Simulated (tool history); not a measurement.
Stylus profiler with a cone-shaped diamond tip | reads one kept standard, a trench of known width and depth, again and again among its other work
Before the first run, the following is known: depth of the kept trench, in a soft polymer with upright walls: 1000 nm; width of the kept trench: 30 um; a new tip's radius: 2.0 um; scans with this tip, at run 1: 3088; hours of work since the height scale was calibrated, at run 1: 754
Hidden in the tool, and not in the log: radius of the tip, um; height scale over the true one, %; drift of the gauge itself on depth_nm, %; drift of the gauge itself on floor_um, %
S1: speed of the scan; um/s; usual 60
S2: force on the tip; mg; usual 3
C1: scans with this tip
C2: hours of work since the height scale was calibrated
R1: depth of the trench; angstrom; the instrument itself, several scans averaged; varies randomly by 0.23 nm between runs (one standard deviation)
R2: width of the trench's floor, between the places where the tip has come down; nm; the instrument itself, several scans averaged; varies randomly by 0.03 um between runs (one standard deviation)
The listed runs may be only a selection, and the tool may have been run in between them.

run 1 hour=0 | S1=60 S2=3 | C1=3088 C2=754 | R1=10149.6 R2=26230
run 2 hour=27 | S1=60 S2=3 | C1=3141 C2=767 | R1=10151.2 R2=26230
run 3 hour=77.8 | S1=60 S2=3 | C1=3240 C2=791 | R1=10148.7 R2=26220
run 4 hour=101.9 | S1=60 S2=3 | C1=3288 C2=803 | R1=10151.2 R2=26270
run 5 hour=129.8 | S1=60 S2=1.72 | C1=3343 C2=816 | R1=10100.7 R2=26130
run 6 hour=182.3 | S1=60 S2=8.37 | C1=3445 C2=842 | R1=10294.8 R2=26330
run 7 hour=210.3 | S1=60 S2=3 | C1=3500 C2=855 | R1=10147.2 R2=26250
run 8 hour=240.8 | S1=60 S2=3 | C1=3560 C2=870 | R1=10148.9 R2=26240
run 9 hour=289.4 | S1=60 S2=3 | C1=3655 C2=893 | R1=10149.7 R2=26180
run 10 hour=322 | S1=60 S2=7.9 | C1=3720 C2=909 | R1=10284.7 R2=26340
run 11 hour=348.1 | S1=60 S2=7.9 | C1=3771 C2=921 | R1=10287 R2=26390
run 12 hour=388.7 | S1=60 S2=7.9 | C1=3850 C2=940 | R1=10284.7 R2=26370
run 13 hour=427.5 | S1=60 S2=7.9 | C1=3926 C2=959 | R1=10282.8 R2=26380
run 14 hour=474.7 | S1=60 S2=7.9 | C1=4019 C2=982 | R1=10280.7 R2=26370
run 15 hour=519.7 | S1=60 S2=7.9 | C1=4107 C2=1003 | R1=10283.5 R2=26380
run 16 hour=556.7 | S1=60 S2=7.9 | C1=4180 C2=1021 | R1=10281.9 R2=26350
run 17 hour=594.3 | S1=60 S2=7.9 | C1=4254 C2=1039 | R1=10282.2 R2=26370
run 18 hour=622.5 | S1=60 S2=7.9 | C1=4309 C2=1053 | R1=10284 R2=26340
run 19 hour=650.7 | S1=60 S2=7.9 | C1=4364 C2=1066 | R1=10288 R2=26390
run 20 hour=696.5 | S1=60 S2=7.9 | C1=4454 C2=1088 | R1=10286 R2=26320
run 21 hour=719.4 | S1=60 S2=3 | C1=4499 C2=1099 | R1=10151.4 R2=26190
run 22 hour=741.7 | S1=60 S2=3 | C1=4543 C2=1110 | R1=10150.1 R2=26200
run 23 hour=783.5 | S1=60 S2=3 | C1=4625 C2=1130 | R1=10148.9 R2=26230
run 24 hour=831.2 | S1=60 S2=7.99 | C1=4718 C2=1152 | R1=10284.4 R2=26320
run 25 hour=854.1 | S1=35 S2=1.18 | C1=4763 C2=1163 | R1=10075.1 R2=26280
run 26 hour=905.3 | S1=91 S2=1.63 | C1=4864 C2=1188 | R1=10096.3 R2=25930
run 27 hour=943.5 | S1=91 S2=5.97 | C1=4939 C2=1206 | R1=10237.6 R2=26240
run 28 hour=973.6 | S1=91 S2=5.97 | C1=4998 C2=1221 | R1=10235.1 R2=26210
run 29 hour=1025.3 | S1=62 S2=1.25 | C1=5099 C2=1245 | R1=10080.4 R2=26070
run 30 hour=1047.7 | S1=22 S2=3.49 | C1=5143 C2=1256 | R1=10161.7 R2=26390
run 31 hour=1101 | S1=107 S2=4.08 | C1=5247 C2=1282 | R1=10183.1 R2=26070

What does the tool deliver on the next run?
run 32 hour=1152.9 | S1=107 S2=4.08 | C1=5349 C2=1307 | R1=? R2=?

R1: 10185.6 angstrom
R2: 26050 nm
On a tool with no hidden condition, and with the same random variation, this run would have come out at R1 10186.4 angstrom, R2 26050 nm.
